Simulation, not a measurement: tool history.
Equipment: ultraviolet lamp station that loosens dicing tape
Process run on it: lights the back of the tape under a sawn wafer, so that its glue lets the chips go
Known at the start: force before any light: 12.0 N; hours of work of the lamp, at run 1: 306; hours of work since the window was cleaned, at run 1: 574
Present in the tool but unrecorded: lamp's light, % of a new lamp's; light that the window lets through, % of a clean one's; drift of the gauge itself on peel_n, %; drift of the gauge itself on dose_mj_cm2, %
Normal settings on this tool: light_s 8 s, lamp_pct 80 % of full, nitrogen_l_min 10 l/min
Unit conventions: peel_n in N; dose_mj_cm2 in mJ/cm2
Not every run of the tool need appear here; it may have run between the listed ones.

run,hour,light_s,lamp_pct,nitrogen_l_min,hours of work of the lamp,hours of work since the window was cleaned,peel_n,dose_mj_cm2
1,0.0,8,80,10,306,574,1.023,422
# hour 7.5: window cleaned of glue's vapour
2,16.1,8,80,10,313,4,0.799,482
3,27.2,8,80,4,318,10,1.218,477
4,48.1,9,80,10,329,20,0.615,536
5,70.3,8,80,10,339,30,0.828,473
6,89.2,8,80,14,348,40,0.726,475
7,100.3,15,80,14,354,45,0.264,873
8,120.1,15,80,14,363,54,0.263,885
9,132.9,15,80,14,370,61,0.264,874
10,149.3,15,80,14,378,69,0.256,866
11,168.9,8,75,10,387,78,0.964,430
12,190.3,8,68,10,397,88,1.228,386
13,207.2,8,68,10,406,97,1.243,388
14,227.2,11,80,10,415,106,0.443,619
15,237.2,11,91,10,420,111,0.392,707
16,252.5,11,91,10,428,119,0.350,704
17,263.7,8,80,10,433,124,0.939,446
18,284.1,8,80,10,443,134,0.893,442
19,298.3,8,80,10,450,141,0.910,447
20,312.3,8,80,10,456,148,0.961,439
21,329.6,8,80,10,465,156,0.986,440
22,339.3,8,80,10,470,161,0.968,440
23,350.7,12,80,4,475,166,0.612,662
24,370.8,12,80,4,485,176,0.610,652
25,386.7,5,61,5,493,184,3.885,204
26,399.0,5,61,5,498,190,4.007,205
27,412.0,5,61,5,505,196,3.994,207
28,424.9,15,80,10,511,202,0.309,798
29,444.6,7,80,10,521,212,1.343,370
30,462.2,7,80,10,529,220,1.352,373
31,481.7,4,76,10,539,230,3.672,200
32,499.3,4,84,11,547,238,3.007,224
33,518.0,8,82,8,556,247,1.090,430
34,531.7,11,95,18,563,254,0.333,678
35,553.3,6,61,17,573,264,2.492,235
36,570.4,13,70,3,581,273,0.965,589
37,589.1,9,61,5,591,282,1.961,349
38,609.0,8,62,11,600,291,1.824,311
39,628.4,7,80,10,610,301,1.481,351
40,644.5,7,80,10,617,308,1.476,346
41,654.2,4,80,11,622,313,3.635,202
42,663.7,11,84,6,627,318,0.645,577
43,673.1,9,70,3,631,322,2.039,389

Forecast each of these 4 alternatives for the next run:
A,683.5,5,86,14,636,327,?,?
B,683.5,8,80,9,636,327,?,?
C,683.5,8,72,10,636,327,?,?
D,683.5,15,70,3,636,327,?,?

run,peel_n,dose_mj_cm2
A,2.230,267
B,1.194,390
C,1.468,354
D,0.746,645
With no hidden state in the tool, these same runs would have given:
run,peel_n,dose_mj_cm2
A,1.263,367
B,0.612,536
C,0.768,485
D,0.396,884
